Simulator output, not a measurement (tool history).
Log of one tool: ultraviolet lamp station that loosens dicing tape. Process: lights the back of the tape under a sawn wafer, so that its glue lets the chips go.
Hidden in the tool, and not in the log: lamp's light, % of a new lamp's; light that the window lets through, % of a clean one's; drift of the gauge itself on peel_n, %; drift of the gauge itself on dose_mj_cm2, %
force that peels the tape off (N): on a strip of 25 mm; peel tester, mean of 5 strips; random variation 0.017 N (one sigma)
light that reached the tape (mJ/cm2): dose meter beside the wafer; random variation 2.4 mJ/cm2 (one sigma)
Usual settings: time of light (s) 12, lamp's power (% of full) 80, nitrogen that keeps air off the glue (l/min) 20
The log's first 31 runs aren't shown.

run     day  time of light (s)  lamp's power (% of full)  nitrogen that keeps air off the glue (l/min)  hours of work of the lamp  hours of work since the window was cleaned  force that peels the tape off (N)  light that reached the tape (mJ/cm2)
     57.688  -- lamp changed
 32  58.488                  8                        84                                            19                         15                                         285                              1.501                                   199
 33  60.708                  8                        84                                            19                         55                                         326                              1.522                                   197
 34  63.371                  7                        89                                            38                        103                                         374                              1.297                                   180
 35  65.800                  7                       100                                            11                        147                                         418                              1.871                                   207
 36  67.108                 12                        75                                            11                        171                                         442                              1.361                                   260
     67.825  -- window cleaned of glue's vapour
 37  69.492                 12                        80                                            17                        214                                          30                              0.912                                   285
 38  71.729                 20                        80                                             7                        255                                          71                              0.665                                   465
 39  73.517                 21                        60                                            15                        287                                         103                              0.610                                   375
 40  75.688                 12                        67                                            35                        327                                         143                              0.874                                   233
 41  77.854                 12                        64                                            35                        366                                         182                              0.920                                   225
 42  80.400                 12                        64                                            35                        412                                         229                              0.982                                   221

3 ways to go on from here, each from the tool as it stands after run 42. What would each give?
  A  82.279                  8                        82                                            21                        447                                         263                                  ?                                     ?
  B  82.279                 17                        67                                            33                        447                                         263                                  ?                                     ?
  C  82.279                  7                        71                                            16                        447                                         263                                  ?                                     ?

run  force that peels the tape off (N)  light that reached the tape (mJ/cm2)
  A                              1.507                                   194
  B                              0.468                                   337
  C                              2.443                                   145
Without the tool's hidden state the same runs would have given:
run  force that peels the tape off (N)  light that reached the tape (mJ/cm2)
  A                              1.506                                   194
  B                              0.467                                   337
  C                              2.441                                   145
